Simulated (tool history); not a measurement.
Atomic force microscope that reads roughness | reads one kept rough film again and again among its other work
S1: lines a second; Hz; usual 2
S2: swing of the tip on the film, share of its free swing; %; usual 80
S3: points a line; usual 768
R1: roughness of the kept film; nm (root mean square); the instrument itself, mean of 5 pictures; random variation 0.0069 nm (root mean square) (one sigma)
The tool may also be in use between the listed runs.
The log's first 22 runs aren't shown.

run,hour,S1,S2,S3,R1
# hour 314.5: new tip fitted
23,330.5,2.08,80,768,2.457
24,342,0.65,80,768,2.74
25,352,0.65,68,768,2.805
26,363,3.37,68,768,2.512
27,372.1,0.61,88,713,2.681
28,383.9,0.61,88,713,2.662
29,398.3,0.61,88,713,2.66
30,408.7,0.61,88,713,2.649
# hour 418.9: new tip fitted
31,420.2,0.61,88,713,2.714
32,430,0.61,88,713,2.697
33,445,3.22,74,905,2.409

3 ways to go on from here, each from the tool as it stands after run 33. What would each give?
A,460.7,3.22,74,414,?
B,460.7,0.66,80,768,?
C,460.7,0.55,86,618,?

run,R1
A,2.399
B,2.741
C,2.722
Without the tool's hidden state the same runs would have given:
run,R1
A,2.444
B,2.792
C,2.773
